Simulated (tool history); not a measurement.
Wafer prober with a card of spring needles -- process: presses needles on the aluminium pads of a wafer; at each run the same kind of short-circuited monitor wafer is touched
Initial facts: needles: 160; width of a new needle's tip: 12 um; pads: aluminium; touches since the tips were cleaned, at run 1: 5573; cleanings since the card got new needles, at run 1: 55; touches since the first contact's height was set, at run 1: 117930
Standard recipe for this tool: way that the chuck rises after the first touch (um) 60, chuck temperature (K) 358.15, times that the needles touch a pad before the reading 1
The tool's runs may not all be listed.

| run | hour | way that the chuck rises after the first touch (um) | chuck temperature (K) | times that the needles touch a pad before the reading | touches since the tips were cleaned | cleanings since the card got new needles | touches since the first contact's height was set | resistance of one needle with its contact and lead (mohm) | way that a needle slides on the pad (um) |
|---|---|---|---|---|---|---|---|---|---|
| 1 | 0 | 60 | 358.15 | 1 | 5573 | 55 | 117930 | 247 | 9.46 |
|  | 10 | tips cleaned on abrasive film |
| 2 | 34.8 | 60 | 358.15 | 1 | 6690 | 56 | 127294 | 250 | 9.45 |
|  | 37.6 | tips cleaned on abrasive film |
|  | 67.2 | tips cleaned on abrasive film |
| 3 | 78.3 | 60 | 358.15 | 1 | 2976 | 58 | 138949 | 236 | 9.44 |
|  | 94.8 | tips cleaned on abrasive film |
| 4 | 117.4 | 60 | 358.15 | 1 | 6093 | 59 | 149480 | 248 | 9.44 |
|  | 121.5 | tips cleaned on abrasive film |
| 5 | 146.8 | 60 | 358.15 | 1 | 6842 | 60 | 157382 | 251 | 9.36 |
|  | 149.5 | tips cleaned on abrasive film |
|  | 157.3 | height of the first contact set anew |
|  | 178.1 | tips cleaned on abrasive film |
| 6 | 186.1 | 60 | 358.15 | 1 | 2157 | 62 | 7715 | 222 | 9.3 |
|  | 207.8 | tips cleaned on abrasive film |
| 7 | 224.5 | 60 | 358.15 | 1 | 4513 | 63 | 18061 | 254 | 9.15 |
|  | 235 | tips cleaned on abrasive film |
|  | 264.4 | tips cleaned on abrasive film |
| 8 | 265.5 | 60 | 358.15 | 1 | 298 | 65 | 29046 | 169 | 9.22 |
|  | 295.4 | tips cleaned on abrasive film |
| 9 | 319.2 | 60 | 358.15 | 2 | 6418 | 66 | 43504 | 208 | 9.2 |
|  | 322.8 | tips cleaned on abrasive film |
|  | 350.1 | tips cleaned on abrasive film |
| 10 | 355.6 | 60 | 358.15 | 2 | 1487 | 68 | 53266 | 186 | 9.2 |
|  | 377.3 | tips cleaned on abrasive film |
|  | 394.9 | height of the first contact set anew, once more |
|  | 404.3 | tips cleaned on abrasive film |
| 11 | 405.8 | 60 | 358.15 | 1 | 412 | 70 | 2919 | 165 | 9.59 |
|  | 432.5 | tips cleaned on abrasive film |
| 12 | 447.2 | 60 | 358.15 | 1 | 3976 | 71 | 14041 | 240 | 9.59 |
|  | 459.9 | tips cleaned on abrasive film |
| 13 | 485.2 | 60 | 358.15 | 1 | 6810 | 72 | 24260 | 251 | 9.59 |
|  | 488.3 | tips cleaned on abrasive film |
|  | 515.3 | tips cleaned on abrasive film |
| 14 | 535.3 | 60 | 358.15 | 1 | 5375 | 74 | 37702 | 251 | 9.58 |
|  | 544.3 | tips cleaned on abrasive film |
| 15 | 569.7 | 60 | 301.15 | 1 | 6869 | 75 | 46969 | 258 | 9.53 |
|  | 572.2 | tips cleaned on abrasive film |
| 16 | 595.2 | 67 | 321.15 | 1 | 6207 | 76 | 53804 | 233 | 10.67 |
|  | 602.1 | tips cleaned on abrasive film |
|  | 631.1 | tips cleaned on abrasive film |
| 17 | 650 | 56 | 358.15 | 1 | 5116 | 78 | 68536 | 267 | 8.9 |
|  | 659.7 | tips cleaned on abrasive film |
|  | 686.7 | tips cleaned on abrasive film |
| 18 | 694 | 60 | 335.15 | 2 | 1970 | 80 | 80328 | 184 | 9.47 |
|  | 714.2 | tips cleaned on abrasive film |
| 19 | 736.9 | 60 | 358.15 | 2 | 6112 | 81 | 91864 | 210 | 9.53 |
|  | 741.7 | tips cleaned on abrasive film |
|  | 769.6 | tips cleaned on abrasive film |
| 20 | 769.6 | 60 | 356.15 | 2 | 0 | 83 | 100644 | 144 | 9.49 |
| 21 | 794.4 | 60 | 304.15 | 1 | 6674 | 83 | 107318 | 263 | 9.44 |
|  | 797.2 | tips cleaned on abrasive film |
|  | 825.1 | tips cleaned on abrasive film |
| 22 | 825.1 | 54 | 317.15 | 1 | 0 | 85 | 115537 | 141 | 8.44 |
|  | 852.5 | tips cleaned on abrasive film |
| 23 | 852.5 | 68 | 392.15 | 1 | 0 | 86 | 122907 | 151 | 10.77 |
|  | 879.2 | tips cleaned on abrasive film |
| 24 | 897.7 | 68 | 392.15 | 1 | 5000 | 87 | 135066 | 226 | 10.66 |
|  | 907.8 | tips cleaned on abrasive film |
| 25 | 923.2 | 68 | 392.15 | 1 | 4148 | 88 | 141904 | 226 | 10.75 |
|  | 935 | tips cleaned on abrasive film |
| 26 | 945.9 | 43 | 307.15 | 2 | 2950 | 89 | 147996 | 258 | 6.65 |
|  | 961.5 | tips cleaned on abrasive film |
| 27 | 968.3 | 43 | 307.15 | 2 | 1821 | 90 | 154007 | 225 | 6.72 |
|  | 991.5 | tips cleaned on abrasive film |
|  | 991.8 | height of the first contact set anew |
| 28 | 991.8 | 43 | 307.15 | 2 | 0 | 91 | 0 | 143 | 6.87 |
|  | 1021.4 | tips cleaned on abrasive film |
| 29 | 1023.9 | 41 | 334.15 | 3 | 671 | 92 | 8616 | 169 | 6.55 |
|  | 1048.9 | tips cleaned on abrasive film |
| 30 | 1066.3 | 74 | 358.15 | 1 | 4698 | 93 | 20028 | 216 | 11.8 |

Entry by entry between the runs, the difference in hidden state between the last listed run before and the first listed run after:
Run 1 -> run 2: tips cleaned on abrasive film (hour 10)
  debris on the tips, nm: 151.8 -> 151.9; way that the needles fall short of the set height, um: 0.97 -> 1.06; tips' diameter, um: 13.33 -> 13.37
  measured result minus the result with no hidden state, resistance of one needle with its contact and lead (mohm): +114 -> +116; way that a needle slides on the pad (um): -0.16 -> -0.17
Run 2 -> run 3: tips cleaned on abrasive film (hour 37.6); tips cleaned on abrasive film (hour 67.2)
  debris on the tips, nm: 151.9 -> 129.1; way that the needles fall short of the set height, um: 1.06 -> 1.22; tips' diameter, um: 13.37 -> 13.42
  measured result minus the result with no hidden state, resistance of one needle with its contact and lead (mohm): +116 -> +101; way that a needle slides on the pad (um): -0.17 -> -0.2
Run 3 -> run 4: tips cleaned on abrasive film (hour 94.8)
  debris on the tips, nm: 129.1 -> 150.3; way that the needles fall short of the set height, um: 1.22 -> 1.28; tips' diameter, um: 13.42 -> 13.44
  measured result minus the result with no hidden state, resistance of one needle with its contact and lead (mohm): +101 -> +115; way that a needle slides on the pad (um): -0.2 -> -0.2
Run 4 -> run 5: tips cleaned on abrasive film (hour 121.5)
  debris on the tips, nm: 150.3 -> 151.5; way that the needles fall short of the set height, um: 1.28 -> 1.36; tips' diameter, um: 13.44 -> 13.47
  measured result minus the result with no hidden state, resistance of one needle with its contact and lead (mohm): +115 -> +117; way that a needle slides on the pad (um): -0.2 -> -0.21
Run 5 -> run 6: tips cleaned on abrasive film (hour 149.5); height of the first contact set anew (hour 157.3); tips cleaned on abrasive film (hour 178.1)
  debris on the tips, nm: 151.5 -> 108.7; way that the needles fall short of the set height, um: 1.36 -> 2.33; tips' diameter, um: 13.47 -> 13.52
  measured result minus the result with no hidden state, resistance of one needle with its contact and lead (mohm): +117 -> +88; way that a needle slides on the pad (um): -0.21 -> -0.38
Run 6 -> run 7: tips cleaned on abrasive film (hour 207.8)
  debris on the tips, nm: 108.7 -> 146.6; way that the needles fall short of the set height, um: 2.33 -> 2.42; tips' diameter, um: 13.52 -> 13.55
  measured result minus the result with no hidden state, resistance of one needle with its contact and lead (mohm): +88 -> +120; way that a needle slides on the pad (um): -0.38 -> -0.38
Run 7 -> run 8: tips cleaned on abrasive film (hour 235); tips cleaned on abrasive film (hour 264.4)
  debris on the tips, nm: 146.6 -> 39.5; way that the needles fall short of the set height, um: 2.42 -> 2.56; tips' diameter, um: 13.55 -> 13.6
  measured result minus the result with no hidden state, resistance of one needle with its contact and lead (mohm): +120 -> +34; way that a needle slides on the pad (um): -0.38 -> -0.41
Run 8 -> run 9: tips cleaned on abrasive film (hour 295.4)
  debris on the tips, nm: 39.5 -> 151.1; way that the needles fall short of the set height, um: 2.56 -> 2.63; tips' diameter, um: 13.6 -> 13.63
  measured result minus the result with no hidden state, resistance of one needle with its contact and lead (mohm): +34 -> +75; way that a needle slides on the pad (um): -0.41 -> -0.42
Run 9 -> run 10: tips cleaned on abrasive film (hour 322.8); tips cleaned on abrasive film (hour 350.1)
  debris on the tips, nm: 151.1 -> 102.7; way that the needles fall short of the set height, um: 2.63 -> 2.78; tips' diameter, um: 13.63 -> 13.68
  measured result minus the result with no hidden state, resistance of one needle with its contact and lead (mohm): +75 -> +52; way that a needle slides on the pad (um): -0.42 -> -0.45
Run 10 -> run 11: tips cleaned on abrasive film (hour 377.3); height of the first contact set anew, once more (hour 394.9); tips cleaned on abrasive film (hour 404.3)
  debris on the tips, nm: 102.7 -> 35.2; way that the needles fall short of the set height, um: 2.78 -> 0.07; tips' diameter, um: 13.68 -> 13.73
  measured result minus the result with no hidden state, resistance of one needle with its contact and lead (mohm): +52 -> +29; way that a needle slides on the pad (um): -0.45 -> -0.02
Run 11 -> run 12: tips cleaned on abrasive film (hour 432.5)
  debris on the tips, nm: 35.2 -> 138.5; way that the needles fall short of the set height, um: 0.07 -> 0.13; tips' diameter, um: 13.73 -> 13.75
  measured result minus the result with no hidden state, resistance of one needle with its contact and lead (mohm): +29 -> +106; way that a needle slides on the pad (um): -0.02 -> -0.03
Run 12 -> run 13: tips cleaned on abrasive film (hour 459.9)
  debris on the tips, nm: 138.5 -> 151.9; way that the needles fall short of the set height, um: 0.13 -> 0.18; tips' diameter, um: 13.75 -> 13.77
  measured result minus the result with no hidden state, resistance of one needle with its contact and lead (mohm): +106 -> +118; way that a needle slides on the pad (um): -0.03 -> -0.03
Run 13 -> run 14: tips cleaned on abrasive film (hour 488.3); tips cleaned on abrasive film (hour 515.3)
  debris on the tips, nm: 151.9 -> 149.7; way that the needles fall short of the set height, um: 0.18 -> 0.33; tips' diameter, um: 13.77 -> 13.82
  measured result minus the result with no hidden state, resistance of one needle with its contact and lead (mohm): +118 -> +117; way that a needle slides on the pad (um): -0.03 -> -0.05
Run 14 -> run 15: tips cleaned on abrasive film (hour 544.3)
  debris on the tips, nm: 149.7 -> 151.8; way that the needles fall short of the set height, um: 0.33 -> 0.38; tips' diameter, um: 13.82 -> 13.84
  measured result minus the result with no hidden state, resistance of one needle with its contact and lead (mohm): +117 -> +131; way that a needle slides on the pad (um): -0.05 -> -0.06
Run 15 -> run 16: tips cleaned on abrasive film (hour 572.2)
  debris on the tips, nm: 151.8 -> 152; way that the needles fall short of the set height, um: 0.38 -> 0.43; tips' diameter, um: 13.84 -> 13.85
  measured result minus the result with no hidden state, resistance of one needle with its contact and lead (mohm): +131 -> +106; way that a needle slides on the pad (um): -0.06 -> -0.07
Run 16 -> run 17: tips cleaned on abrasive film (hour 602.1); tips cleaned on abrasive film (hour 631.1)
  debris on the tips, nm: 152 -> 148.4; way that the needles fall short of the set height, um: 0.43 -> 0.58; tips' diameter, um: 13.85 -> 13.9
  measured result minus the result with no hidden state, resistance of one needle with its contact and lead (mohm): +106 -> +131; way that a needle slides on the pad (um): -0.07 -> -0.09
Run 17 -> run 18: tips cleaned on abrasive film (hour 659.7); tips cleaned on abrasive film (hour 686.7)
  debris on the tips, nm: 148.4 -> 102.8; way that the needles fall short of the set height, um: 0.58 -> 0.73; tips' diameter, um: 13.9 -> 13.96
  measured result minus the result with no hidden state, resistance of one needle with its contact and lead (mohm): +131 -> +53; way that a needle slides on the pad (um): -0.09 -> -0.12
Run 18 -> run 19: tips cleaned on abrasive film (hour 714.2)
  debris on the tips, nm: 102.8 -> 151.2; way that the needles fall short of the set height, um: 0.73 -> 0.81; tips' diameter, um: 13.96 -> 13.99
  measured result minus the result with no hidden state, resistance of one needle with its contact and lead (mohm): +53 -> +74; way that a needle slides on the pad (um): -0.12 -> -0.13
Run 19 -> run 20: tips cleaned on abrasive film (hour 741.7); tips cleaned on abrasive film (hour 769.6)
  debris on the tips, nm: 151.2 -> 16.9; way that the needles fall short of the set height, um: 0.81 -> 0.95; tips' diameter, um: 13.99 -> 14.03
  measured result minus the result with no hidden state, resistance of one needle with its contact and lead (mohm): +74 -> +10; way that a needle slides on the pad (um): -0.13 -> -0.15
Run 21 -> run 22: tips cleaned on abrasive film (hour 797.2); tips cleaned on abrasive film (hour 825.1)
  debris on the tips, nm: 151.9 -> 9.7; way that the needles fall short of the set height, um: 0.95 -> 1.06; tips' diameter, um: 14.03 -> 14.07
  measured result minus the result with no hidden state, resistance of one needle with its contact and lead (mohm): +134 -> +11; way that a needle slides on the pad (um): -0.15 -> -0.17
Run 22 -> run 23: tips cleaned on abrasive film (hour 852.5)
  debris on the tips, nm: 9.7 -> 15.7; way that the needles fall short of the set height, um: 1.06 -> 1.15; tips' diameter, um: 14.07 -> 14.11
  measured result minus the result with no hidden state, resistance of one needle with its contact and lead (mohm): +11 -> +12; way that a needle slides on the pad (um): -0.17 -> -0.18
Run 23 -> run 24: tips cleaned on abrasive film (hour 879.2)
  debris on the tips, nm: 15.7 -> 145.4; way that the needles fall short of the set height, um: 1.15 -> 1.24; tips' diameter, um: 14.11 -> 14.14
  measured result minus the result with no hidden state, resistance of one needle with its contact and lead (mohm): +12 -> +92; way that a needle slides on the pad (um): -0.18 -> -0.2
Run 24 -> run 25: tips cleaned on abrasive film (hour 907.8)
  debris on the tips, nm: 145.4 -> 142.1; way that the needles fall short of the set height, um: 1.24 -> 1.31; tips' diameter, um: 14.14 -> 14.16
  measured result minus the result with no hidden state, resistance of one needle with its contact and lead (mohm): +92 -> +90; way that a needle slides on the pad (um): -0.2 -> -0.22
Run 25 -> run 26: tips cleaned on abrasive film (hour 935)
  debris on the tips, nm: 142.1 -> 134; way that the needles fall short of the set height, um: 1.31 -> 1.39; tips' diameter, um: 14.16 -> 14.19
  measured result minus the result with no hidden state, resistance of one needle with its contact and lead (mohm): +90 -> +128; way that a needle slides on the pad (um): -0.22 -> -0.22
Run 26 -> run 27: tips cleaned on abrasive film (hour 961.5)
  debris on the tips, nm: 134 -> 97.3; way that the needles fall short of the set height, um: 1.39 -> 1.44; tips' diameter, um: 14.19 -> 14.21
  measured result minus the result with no hidden state, resistance of one needle with its contact and lead (mohm): +128 -> +94; way that a needle slides on the pad (um): -0.22 -> -0.23
Run 27 -> run 28: tips cleaned on abrasive film (hour 991.5); height of the first contact set anew (hour 991.8)
  debris on the tips, nm: 97.3 -> 9.1; way that the needles fall short of the set height, um: 1.44 -> 0; tips' diameter, um: 14.21 -> 14.24
  measured result minus the result with no hidden state, resistance of one needle with its contact and lead (mohm): +94 -> +11; way that a needle slides on the pad (um): -0.23 -> +0
Run 28 -> run 29: tips cleaned on abrasive film (hour 1021.4)
  debris on the tips, nm: 9.1 -> 56.7; way that the needles fall short of the set height, um: 0 -> 0.08; tips' diameter, um: 14.24 -> 14.27
  measured result minus the result with no hidden state, resistance of one needle with its contact and lead (mohm): +11 -> +34; way that a needle slides on the pad (um): +0 -> -0.01
Run 29 -> run 30: tips cleaned on abrasive film (hour 1048.9)
  debris on the tips, nm: 56.7 -> 147.7; way that the needles fall short of the set height, um: 0.08 -> 0.16; tips' diameter, um: 14.27 -> 14.3
  measured result minus the result with no hidden state, resistance of one needle with its contact and lead (mohm): +34 -> +86; way that a needle slides on the pad (um): -0.01 -> -0.03
